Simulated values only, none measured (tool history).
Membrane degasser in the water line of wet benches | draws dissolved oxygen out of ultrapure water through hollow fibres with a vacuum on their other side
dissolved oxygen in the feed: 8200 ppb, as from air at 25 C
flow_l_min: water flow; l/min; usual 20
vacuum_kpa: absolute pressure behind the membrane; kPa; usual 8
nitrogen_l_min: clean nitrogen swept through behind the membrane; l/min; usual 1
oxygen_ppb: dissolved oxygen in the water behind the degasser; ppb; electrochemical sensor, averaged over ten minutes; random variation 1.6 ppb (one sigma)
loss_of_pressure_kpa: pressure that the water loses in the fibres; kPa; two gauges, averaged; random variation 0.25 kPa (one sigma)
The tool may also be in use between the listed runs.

{"run": 1, "hour": 0.0, "flow_l_min": 20, "vacuum_kpa": 8, "nitrogen_l_min": 1, "oxygen_ppb": 212.7, "loss_of_pressure_kpa": 67.1}
{"run": 2, "hour": 152.0, "flow_l_min": 20, "vacuum_kpa": 8, "nitrogen_l_min": 1, "oxygen_ppb": 215.6, "loss_of_pressure_kpa": 66.67}
{"run": 3, "hour": 304.5, "flow_l_min": 20, "vacuum_kpa": 8, "nitrogen_l_min": 1, "oxygen_ppb": 213.5, "loss_of_pressure_kpa": 66.38}
{"run": 4, "hour": 475.9, "flow_l_min": 20, "vacuum_kpa": 8, "nitrogen_l_min": 1.4, "oxygen_ppb": 159.7, "loss_of_pressure_kpa": 66.48}
{"run": 5, "hour": 611.4, "flow_l_min": 20, "vacuum_kpa": 8, "nitrogen_l_min": 1.4, "oxygen_ppb": 159.3, "loss_of_pressure_kpa": 67.01}
{"run": 6, "hour": 721.8, "flow_l_min": 20, "vacuum_kpa": 8, "nitrogen_l_min": 1.4, "oxygen_ppb": 161.1, "loss_of_pressure_kpa": 67.03}
{"run": 7, "hour": 839.6, "flow_l_min": 20, "vacuum_kpa": 8, "nitrogen_l_min": 1.4, "oxygen_ppb": 157.4, "loss_of_pressure_kpa": 66.53}
{"run": 8, "hour": 1044.7, "flow_l_min": 20, "vacuum_kpa": 8, "nitrogen_l_min": 1.4, "oxygen_ppb": 162.1, "loss_of_pressure_kpa": 66.5}
{"run": 9, "hour": 1230.5, "flow_l_min": 20, "vacuum_kpa": 17.77, "nitrogen_l_min": 0.69, "oxygen_ppb": 822.8, "loss_of_pressure_kpa": 66.86}
{"run": 10, "hour": 1376.3, "flow_l_min": 20, "vacuum_kpa": 17.77, "nitrogen_l_min": 0.69, "oxygen_ppb": 824.4, "loss_of_pressure_kpa": 66.33}
{"run": 11, "hour": 1581.9, "flow_l_min": 20, "vacuum_kpa": 17.77, "nitrogen_l_min": 0.69, "oxygen_ppb": 826, "loss_of_pressure_kpa": 66.06}
{"run": 12, "hour": 1808.5, "flow_l_min": 13, "vacuum_kpa": 8, "nitrogen_l_min": 1, "oxygen_ppb": 145, "loss_of_pressure_kpa": 43.26}
{"run": 13, "hour": 2009.1, "flow_l_min": 13, "vacuum_kpa": 8, "nitrogen_l_min": 1, "oxygen_ppb": 146.1, "loss_of_pressure_kpa": 43}

Hidden state or all else? Some run-to-run changes of loss_of_pressure_kpa, split into what the settings, what came in and random variation would give without the hidden state, and what is left for the hidden state (with any gauge scatter that isn't in both results):
The hidden state here: membrane still open, %; true pressure behind the membrane over the reading, kPa; air that leaks in behind the membrane, l/min; drift of the gauge itself on oxygen_ppb, %; drift of the gauge itself on loss_of_pressure_kpa, %.
Run 11 -> 12: flow_l_min 20 -> 13, vacuum_kpa 17.77 -> 8, nitrogen_l_min 0.69 -> 1. loss_of_pressure_kpa -22.8 kPa: hidden state +0.13, all else -22.93.
